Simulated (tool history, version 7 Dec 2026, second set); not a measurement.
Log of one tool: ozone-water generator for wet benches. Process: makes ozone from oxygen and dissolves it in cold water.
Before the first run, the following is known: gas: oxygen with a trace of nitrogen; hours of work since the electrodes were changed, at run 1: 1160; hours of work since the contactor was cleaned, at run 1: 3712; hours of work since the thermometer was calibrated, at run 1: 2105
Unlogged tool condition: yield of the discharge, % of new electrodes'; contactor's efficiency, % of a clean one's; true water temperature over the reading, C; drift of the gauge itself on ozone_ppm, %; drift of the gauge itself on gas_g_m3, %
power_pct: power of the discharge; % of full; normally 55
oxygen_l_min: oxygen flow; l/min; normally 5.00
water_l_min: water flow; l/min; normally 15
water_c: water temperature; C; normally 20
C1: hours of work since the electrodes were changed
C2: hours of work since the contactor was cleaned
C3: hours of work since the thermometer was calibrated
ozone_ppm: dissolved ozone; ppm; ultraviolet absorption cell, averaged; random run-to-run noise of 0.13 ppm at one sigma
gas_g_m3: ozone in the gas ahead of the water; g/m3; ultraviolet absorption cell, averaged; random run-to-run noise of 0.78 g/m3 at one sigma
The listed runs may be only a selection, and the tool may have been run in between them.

run 1 hour=0.0 | power_pct=55 oxygen_l_min=5.00 water_l_min=15 water_c=20 | C1=1160 C2=3712 C3=2105 | ozone_ppm=14.0 gas_g_m3=116.4
run 2 hour=24.9 | power_pct=55 oxygen_l_min=5.00 water_l_min=15 water_c=20 | C1=1184 C2=3737 C3=2130 | ozone_ppm=13.5 gas_g_m3=116.6
run 3 hour=51.4 | power_pct=55 oxygen_l_min=5.00 water_l_min=15 water_c=20 | C1=1210 C2=3763 C3=2156 | ozone_ppm=14.1 gas_g_m3=118.1
run 4 hour=81.1 | power_pct=55 oxygen_l_min=5.00 water_l_min=15 water_c=20 | C1=1240 C2=3792 C3=2185 | ozone_ppm=13.7 gas_g_m3=116.4
run 5 hour=111.1 | power_pct=55 oxygen_l_min=5.00 water_l_min=15 water_c=20 | C1=1269 C2=3822 C3=2215 | ozone_ppm=13.6 gas_g_m3=117.5
run 6 hour=147.0 | power_pct=55 oxygen_l_min=5.00 water_l_min=18 water_c=20 | C1=1305 C2=3857 C3=2250 | ozone_ppm=12.1 gas_g_m3=117.8
-- hour=157.2 contactor cleaned
run 7 hour=177.3 | power_pct=55 oxygen_l_min=5.00 water_l_min=18 water_c=20 | C1=1330 C2=20 C3=2276 | ozone_ppm=12.4 gas_g_m3=116.3
run 8 hour=208.7 | power_pct=55 oxygen_l_min=5.00 water_l_min=18 water_c=20 | C1=1361 C2=51 C3=2307 | ozone_ppm=12.2 gas_g_m3=115.8
run 9 hour=237.9 | power_pct=55 oxygen_l_min=5.00 water_l_min=18 water_c=20 | C1=1390 C2=80 C3=2336 | ozone_ppm=12.0 gas_g_m3=116.8
run 10 hour=263.2 | power_pct=55 oxygen_l_min=5.00 water_l_min=18 water_c=20 | C1=1415 C2=104 C3=2361 | ozone_ppm=12.3 gas_g_m3=116.4
run 11 hour=291.9 | power_pct=55 oxygen_l_min=5.00 water_l_min=18 water_c=20 | C1=1443 C2=133 C3=2389 | ozone_ppm=12.4 gas_g_m3=117.2
run 12 hour=320.7 | power_pct=55 oxygen_l_min=5.00 water_l_min=15 water_c=20 | C1=1472 C2=161 C3=2417 | ozone_ppm=13.9 gas_g_m3=116.7
run 13 hour=342.6 | power_pct=55 oxygen_l_min=5.00 water_l_min=15 water_c=20 | C1=1493 C2=183 C3=2439 | ozone_ppm=13.9 gas_g_m3=114.8
run 14 hour=376.1 | power_pct=55 oxygen_l_min=5.00 water_l_min=15 water_c=20 | C1=1526 C2=216 C3=2472 | ozone_ppm=13.9 gas_g_m3=115.1
run 15 hour=411.2 | power_pct=55 oxygen_l_min=5.00 water_l_min=15 water_c=20 | C1=1561 C2=250 C3=2506 | ozone_ppm=13.9 gas_g_m3=116.0
run 16 hour=434.7 | power_pct=55 oxygen_l_min=5.00 water_l_min=15 water_c=16 | C1=1584 C2=273 C3=2529 | ozone_ppm=14.7 gas_g_m3=116.7
run 17 hour=461.4 | power_pct=55 oxygen_l_min=5.00 water_l_min=15 water_c=16 | C1=1610 C2=300 C3=2556 | ozone_ppm=14.9 gas_g_m3=116.9
run 18 hour=497.0 | power_pct=92 oxygen_l_min=5.00 water_l_min=15 water_c=20 | C1=1646 C2=335 C3=2591 | ozone_ppm=22.2 gas_g_m3=185.4
run 19 hour=515.1 | power_pct=84 oxygen_l_min=5.00 water_l_min=21 water_c=16 | C1=1663 C2=353 C3=2609 | ozone_ppm=16.8 gas_g_m3=171.4
run 20 hour=543.3 | power_pct=84 oxygen_l_min=4.95 water_l_min=20 water_c=16 | C1=1691 C2=380 C3=2637 | ozone_ppm=17.5 gas_g_m3=169.6
run 21 hour=569.5 | power_pct=84 oxygen_l_min=4.95 water_l_min=20 water_c=16 | C1=1717 C2=406 C3=2662 | ozone_ppm=17.4 gas_g_m3=168.5
run 22 hour=587.6 | power_pct=79 oxygen_l_min=4.95 water_l_min=20 water_c=16 | C1=1735 C2=424 C3=2680 | ozone_ppm=16.3 gas_g_m3=160.0
run 23 hour=612.0 | power_pct=79 oxygen_l_min=4.95 water_l_min=20 water_c=16 | C1=1759 C2=448 C3=2704 | ozone_ppm=16.5 gas_g_m3=161.5
-- hour=621.1 water thermometer calibrated
run 24 hour=645.5 | power_pct=55 oxygen_l_min=2.84 water_l_min=15 water_c=20 | C1=1791 C2=481 C3=24 | ozone_ppm=12.6 gas_g_m3=140.5
run 25 hour=678.9 | power_pct=55 oxygen_l_min=2.84 water_l_min=15 water_c=20 | C1=1824 C2=513 C3=57 | ozone_ppm=12.6 gas_g_m3=143.8
run 26 hour=710.1 | power_pct=55 oxygen_l_min=2.84 water_l_min=15 water_c=20 | C1=1855 C2=544 C3=88 | ozone_ppm=12.6 gas_g_m3=141.1
run 27 hour=726.1 | power_pct=97 oxygen_l_min=7.34 water_l_min=15 water_c=16 | C1=1871 C2=560 C3=103 | ozone_ppm=25.7 gas_g_m3=167.0
run 28 hour=746.7 | power_pct=55 oxygen_l_min=5.16 water_l_min=14 water_c=23 | C1=1891 C2=580 C3=124 | ozone_ppm=13.8 gas_g_m3=114.0
run 29 hour=770.2 | power_pct=55 oxygen_l_min=5.00 water_l_min=15 water_c=20 | C1=1914 C2=604 C3=147 | ozone_ppm=13.7 gas_g_m3=115.0
run 30 hour=801.2 | power_pct=93 oxygen_l_min=5.00 water_l_min=15 water_c=14 | C1=1945 C2=634 C3=177 | ozone_ppm=24.8 gas_g_m3=183.8
run 31 hour=834.8 | power_pct=43 oxygen_l_min=3.22 water_l_min=10 water_c=14 | C1=1978 C2=667 C3=210 | ozone_ppm=15.0 gas_g_m3=109.6
run 32 hour=863.7 | power_pct=87 oxygen_l_min=3.22 water_l_min=10 water_c=14 | C1=2006 C2=696 C3=239 | ozone_ppm=28.8 gas_g_m3=204.1

3 ways to go on from here, each from the tool as it stands after run 32. What would each give?
run A hour=893.2 | power_pct=55 oxygen_l_min=5.00 water_l_min=12 water_c=24 | C1=2035 C2=725 C3=268 | ozone_ppm=? gas_g_m3=?
run B hour=893.2 | power_pct=68 oxygen_l_min=4.46 water_l_min=10 water_c=14 | C1=2035 C2=725 C3=268 | ozone_ppm=? gas_g_m3=?
run C hour=893.2 | power_pct=87 oxygen_l_min=3.22 water_l_min=13 water_c=19 | C1=2035 C2=725 C3=268 | ozone_ppm=? gas_g_m3=?

run=A ozone_ppm=14.6 gas_g_m3=115.6
run=B ozone_ppm=23.7 gas_g_m3=143.9
run=C ozone_ppm=21.9 gas_g_m3=204.9
The same runs, with their run-to-run variation unchanged, on a tool lacking any hidden condition would have given:
run=A ozone_ppm=15.4 gas_g_m3=121.3
run=B ozone_ppm=25.3 gas_g_m3=152.8
run=C ozone_ppm=23.7 gas_g_m3=220.7
